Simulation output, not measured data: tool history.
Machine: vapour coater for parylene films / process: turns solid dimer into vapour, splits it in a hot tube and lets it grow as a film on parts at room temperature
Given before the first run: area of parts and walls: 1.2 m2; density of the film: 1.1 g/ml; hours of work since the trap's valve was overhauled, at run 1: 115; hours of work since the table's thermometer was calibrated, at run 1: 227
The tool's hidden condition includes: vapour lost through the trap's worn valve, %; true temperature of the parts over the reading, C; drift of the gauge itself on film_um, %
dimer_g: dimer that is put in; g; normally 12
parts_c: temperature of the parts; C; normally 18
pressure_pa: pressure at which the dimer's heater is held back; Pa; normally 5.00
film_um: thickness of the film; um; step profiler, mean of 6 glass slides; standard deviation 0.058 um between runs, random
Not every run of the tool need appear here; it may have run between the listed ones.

run   hour  dimer_g  parts_c  pressure_pa  hours of work since the trap's valve was overhauled  hours of work since the table's thermometer was calibrated  film_um
  1    0.0       12       18         5.00                                                  115                                                         227     6.61
  2   10.6       12       18         5.00                                                  123                                                         235     6.55
  3   25.3       12       18         5.00                                                  134                                                         246     6.52
  4   41.6       12       18         9.00                                                  147                                                         259     6.32
  5   51.3       12       18         9.00                                                  154                                                         266     6.33
  6   63.0       12       18         5.00                                                  163                                                         275     6.60
  7   83.9       12       18         2.44                                                  179                                                         291     6.66
  8  101.0       22       11        11.43                                                  192                                                         304    13.97
  9  117.0       22       11        11.43                                                  204                                                         317    14.00
 10  128.4       12       18        10.81                                                  213                                                         325     6.07
 11  143.3       11       18         2.04                                                  224                                                         337     6.22
 12  161.8       22       26         2.04                                                  239                                                         351     9.42
 13  171.8       22       26         2.04                                                  246                                                         359     9.42
 14  186.1       22       10         3.66                                                  257                                                         370    14.98

Consider 3 possible next runs. They are alternatives, not a sequence: every one starts from the tool as it was left by run 14. What does each give?
  A  195.7       13       24         3.66                                                  265                                                         377        ?
  B  195.7       12       18         4.11                                                  265                                                         377        ?
  C  195.7        5       10         5.98                                                  265                                                         377        ?

run  film_um
  A     5.69
  B     6.40
  C     3.34
Without the tool's unlogged condition, the same runs would have read:
run  film_um
  A     6.20
  B     6.97
  C     3.64
